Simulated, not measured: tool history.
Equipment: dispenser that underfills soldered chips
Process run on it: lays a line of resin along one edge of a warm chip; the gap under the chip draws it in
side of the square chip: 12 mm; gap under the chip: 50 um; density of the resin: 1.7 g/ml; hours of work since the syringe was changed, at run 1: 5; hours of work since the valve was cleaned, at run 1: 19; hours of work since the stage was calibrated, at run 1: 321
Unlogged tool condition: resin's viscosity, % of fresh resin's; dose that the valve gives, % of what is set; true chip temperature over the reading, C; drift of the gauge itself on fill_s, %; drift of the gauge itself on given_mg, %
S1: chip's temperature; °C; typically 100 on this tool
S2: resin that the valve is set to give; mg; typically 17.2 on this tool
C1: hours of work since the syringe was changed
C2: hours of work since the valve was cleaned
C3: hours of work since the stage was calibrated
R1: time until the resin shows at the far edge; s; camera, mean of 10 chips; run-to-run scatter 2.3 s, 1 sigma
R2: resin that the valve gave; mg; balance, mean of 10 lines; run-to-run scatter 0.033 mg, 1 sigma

run  hour   S1    S2  C1  C2   C3     R1     R2
  1     0  100  17.2   5  19  321  373.6  17.05
      2.1  -- new syringe of resin
     11.5  -- new syringe of resin
  2  12.5  100  17.2   1  27  329  256.2  16.94
  3  19.5  100  15.4   5  32  333  406.4   15.1
     20.6  -- new syringe of resin
       30  -- new syringe of resin
  4  30.5  101  17.2   0  39  340  246.8  16.82
  5  36.7  101  17.2   4  43  345  349.8  16.76
     39.4  -- new syringe of resin
  6  46.5  101  17.2   5  50  351  362.7  16.72
     48.7  -- new syringe of resin
     50.6  -- dispensing valve cleaned and set on the balance
  7  56.5  101  17.2   5   4  357  353.5  17.19
     58.6  -- new syringe of resin
  8  66.6  101  17.2   5  11  364    389  17.08
     68.2  -- new syringe of resin
  9  72.7  111  16.5   3  14  367    242  16.36
     77.9  -- new syringe of resin
 10  78.7  100  17.6   0  18  371  254.3  17.42
 11  84.9  113  18.9   5  22  375  256.8  18.72
       87  -- new syringe of resin
 12  91.7  113  18.9   3  27  380  232.1  18.62

Predict the results of run 13:
      96.7  -- new syringe of resin
 13  100.1  109  15.6   2  32  385   ?   ?

R1: 241.5 s
R2: 15.27 mg
Take away the tool's hidden state, keep the run-to-run variation as it was, and the same run would have given R1 186 s, R2 15.56 mg.
